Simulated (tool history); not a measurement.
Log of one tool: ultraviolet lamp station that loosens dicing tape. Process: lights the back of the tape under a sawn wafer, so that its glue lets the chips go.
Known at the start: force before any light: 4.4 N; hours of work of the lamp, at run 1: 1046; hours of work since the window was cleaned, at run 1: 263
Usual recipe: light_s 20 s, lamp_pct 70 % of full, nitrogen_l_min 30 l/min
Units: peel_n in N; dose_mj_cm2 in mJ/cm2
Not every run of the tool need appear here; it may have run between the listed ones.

| run | hour | light_s | lamp_pct | nitrogen_l_min | hours of work of the lamp | hours of work since the window was cleaned | peel_n | dose_mj_cm2 |
|---|---|---|---|---|---|---|---|---|
| 1 | 0.0 | 20 | 70 | 30 | 1046 | 263 | 1.212 | 266 |
| 2 | 30.9 | 34 | 70 | 30 | 1070 | 287 | 0.572 | 439 |
| 3 | 67.0 | 34 | 70 | 30 | 1099 | 316 | 0.573 | 435 |
| 4 | 86.8 | 34 | 70 | 30 | 1115 | 331 | 0.574 | 433 |
|  | 93.1 | window cleaned of glue's vapour |
| 5 | 122.7 | 34 | 70 | 30 | 1142 | 23 | 0.591 | 422 |
| 6 | 154.8 | 24 | 70 | 30 | 1168 | 49 | 1.015 | 290 |
| 7 | 188.3 | 30 | 70 | 30 | 1194 | 75 | 0.776 | 356 |
| 8 | 206.5 | 20 | 73 | 30 | 1209 | 89 | 1.265 | 248 |
| 9 | 243.8 | 20 | 89 | 30 | 1238 | 119 | 0.996 | 300 |
| 10 | 273.7 | 20 | 89 | 30 | 1261 | 142 | 1.044 | 288 |
|  | 276.2 | window cleaned of glue's vapour, once more |
| 11 | 309.6 | 20 | 89 | 30 | 1289 | 26 | 0.867 | 319 |
| 12 | 343.9 | 20 | 89 | 30 | 1316 | 53 | 0.914 | 320 |
| 13 | 362.1 | 20 | 70 | 50 | 1331 | 68 | 1.118 | 251 |
| 14 | 387.0 | 20 | 70 | 50 | 1350 | 87 | 1.090 | 247 |
| 15 | 422.1 | 20 | 70 | 50 | 1378 | 115 | 1.149 | 241 |
| 16 | 450.2 | 20 | 87 | 25 | 1400 | 137 | 1.049 | 296 |

Forecast each of these 5 alternatives for the next run:
| A | 485.8 | 39 | 74 | 25 | 1428 | 165 | ? | ? |
| B | 485.8 | 33 | 70 | 25 | 1428 | 165 | ? | ? |
| C | 485.8 | 20 | 87 | 21 | 1428 | 165 | ? | ? |
| D | 485.8 | 20 | 91 | 30 | 1428 | 165 | ? | ? |
| E | 485.8 | 16 | 86 | 13 | 1428 | 165 | ? | ? |

| run | peel_n | dose_mj_cm2 |
|---|---|---|
| A | 0.505 | 477 |
| B | 0.713 | 386 |
| C | 1.158 | 288 |
| D | 0.927 | 301 |
| E | 1.735 | 230 |
The same runs, with their run-to-run variation unchanged, on a tool lacking any hidden condition would have given:
| run | peel_n | dose_mj_cm2 |
|---|---|---|
| A | 0.253 | 791 |
| B | 0.327 | 638 |
| C | 0.559 | 478 |
| D | 0.428 | 498 |
| E | 0.981 | 381 |

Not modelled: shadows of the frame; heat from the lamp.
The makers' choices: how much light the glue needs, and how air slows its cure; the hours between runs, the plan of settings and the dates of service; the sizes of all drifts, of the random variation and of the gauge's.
